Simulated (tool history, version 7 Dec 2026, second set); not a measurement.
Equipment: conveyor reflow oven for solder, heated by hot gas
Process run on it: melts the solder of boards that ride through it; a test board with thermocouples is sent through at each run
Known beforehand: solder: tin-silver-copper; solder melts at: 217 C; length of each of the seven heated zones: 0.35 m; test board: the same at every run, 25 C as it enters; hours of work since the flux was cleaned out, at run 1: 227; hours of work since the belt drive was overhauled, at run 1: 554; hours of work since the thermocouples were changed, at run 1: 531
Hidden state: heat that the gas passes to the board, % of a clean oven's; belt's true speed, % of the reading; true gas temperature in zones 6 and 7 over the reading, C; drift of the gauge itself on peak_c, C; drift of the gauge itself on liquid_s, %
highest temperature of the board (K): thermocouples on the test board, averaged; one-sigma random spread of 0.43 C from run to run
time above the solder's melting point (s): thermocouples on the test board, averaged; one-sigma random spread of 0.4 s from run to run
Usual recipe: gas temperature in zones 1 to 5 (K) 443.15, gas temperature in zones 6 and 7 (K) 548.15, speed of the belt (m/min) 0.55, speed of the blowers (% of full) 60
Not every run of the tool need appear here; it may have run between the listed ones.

run   hour  gas temperature in zones 1 to 5 (K)  gas temperature in zones 6 and 7 (K)  speed of the belt (m/min)  speed of the blowers (% of full)  hours of work since the flux was cleaned out  hours of work since the belt drive was overhauled  hours of work since the thermocouples were changed  highest temperature of the board (K)  time above the solder's melting point (s)
  1      0                               443.15                                548.15                       0.55                                60                                           227                                                554                                                 531                                524.65                                       53.4
  2   21.1                               443.15                                548.15                       0.55                                73                                           239                                                566                                                 543                                529.45                                       58.2
  3   50.9                               443.15                                548.15                       0.55                                54                                           257                                                584                                                 561                                521.85                                       51.1
  4   73.6                               443.15                                548.15                       0.55                                54                                           271                                                597                                                 574                                522.45                                       51.3
  5  103.7                               443.15                                548.15                       0.55                                54                                           289                                                615                                                 592                                522.45                                       51.2
  6  119.9                               443.15                                548.15                       0.55                                60                                           298                                                625                                                 602                                524.35                                       53.6
  7  149.6                               443.15                                548.15                       0.55                                60                                           316                                                643                                                 620                                524.85                                       54.2
  8  170.3                               443.15                                548.15                       0.55                                60                                           328                                                655                                                 632                                524.65                                       53.8
  9  184.1                               443.15                                548.15                       0.55                                60                                           336                                                663                                                 640                                525.35                                       54.2
 10  216.9                               443.15                                548.15                       0.55                                60                                           356                                                683                                                 660                                525.35                                       53.7
 11  248.4                               443.15                                548.15                       0.55                                60                                           375                                                701                                                 679                                525.05                                       53.5
 12  277.2                               432.15                                548.15                       0.55                                60                                           392                                                719                                                 696                                522.05                                       47.8
 13    296                               432.15                                548.15                       0.55                                60                                           403                                                730                                                 707                                522.15                                       48.1
 14  325.9                               432.15                                548.15                       0.55                                60                                           421                                                748                                                 725                                522.85                                       48.7
     348.3  -- flux residue cleaned out of gas plates and filters
 15  361.5                               443.15                                548.15                       0.55                                60                                             8                                                766                                                 743                                524.85                                       53.7
 16  377.5                               443.15                                548.15                       0.55                                58                                            17                                                775                                                 752                                524.15                                         53
 17    406                               443.15                                548.15                      0.621                                69                                            34                                                792                                                 769                                524.15                                       46.8
 18  424.6                               428.15                                548.15                      0.542                                54                                            45                                                803                                                 781                                519.55                                       44.7
 19    449                               428.15                                548.15                      0.542                                54                                            60                                                818                                                 795                                519.25                                       44.2
 20  466.4                               443.15                                561.15                      0.637                                64                                            70                                                828                                                 805                                530.35                                       49.5
 21  498.4                               450.15                                548.15                       0.55                                60                                            89                                                847                                                 824                                527.05                                       57.6
 22  513.7                               451.15                                548.15                       0.55                                60                                            99                                                857                                                 834                                527.35                                       58.6
 23  542.9                               439.15                                563.15                       0.55                                60                                           116                                                874                                                 851                                536.95                                         61
 24  558.7                               439.15                                554.15                      0.644                                81                                           125                                                883                                                 860                                530.25                                       48.4
 25  591.8                               439.15                                536.15                      0.502                                81                                           145                                                903                                                 880                                523.05                                       58.8
 26  607.2                               442.15                                544.15                      0.495                                67                                           154                                                912                                                 889                                528.15                                       63.3
 27    629                               438.15                                548.15                       0.62                                60                                           167                                                925                                                 902                                518.85                                         40
 28  660.6                               448.15                                558.15                       0.62                                60                                           186                                                944                                                 921                                529.25                                         52
 29  688.4                               448.15                                558.15                      0.641                                80                                           203                                                961                                                 938                                535.15                                       53.4
 30  702.3                               443.15                                554.15                       0.55                                65                                           211                                                969                                                 946                                531.95                                       58.7
 31  729.3                               457.15                                554.15                      0.465                                60                                           227                                                985                                                 962                                539.25                                       81.8
 32  753.9                               431.15                                554.15                      0.465                                60                                           242                                               1000                                                 977                                533.45                                       68.5

What if the next run were any one of these 3? Each begins from the tool's condition after run 32:
  A  786.9                               443.15                                548.15                      0.473                                60                                           261                                               1019                                                 996                                     ?                                          ?
  B  786.9                               446.15                                548.15                       0.55                                60                                           261                                               1019                                                 996                                     ?                                          ?
  C  786.9                               431.15                                554.15                      0.465                                69                                           261                                               1019                                                 996                                     ?                                          ?

run  highest temperature of the board (K)  time above the solder's melting point (s)
  A                                531.05                                       68.9
  B                                525.45                                       55.3
  C                                537.15                                       71.8
Take away the tool's hidden state, keep each run's random variation, and the runs would have read:
run  highest temperature of the board (K)  time above the solder's melting point (s)
  A                                531.15                                         69
  B                                525.55                                       55.4
  C                                537.25                                       71.8

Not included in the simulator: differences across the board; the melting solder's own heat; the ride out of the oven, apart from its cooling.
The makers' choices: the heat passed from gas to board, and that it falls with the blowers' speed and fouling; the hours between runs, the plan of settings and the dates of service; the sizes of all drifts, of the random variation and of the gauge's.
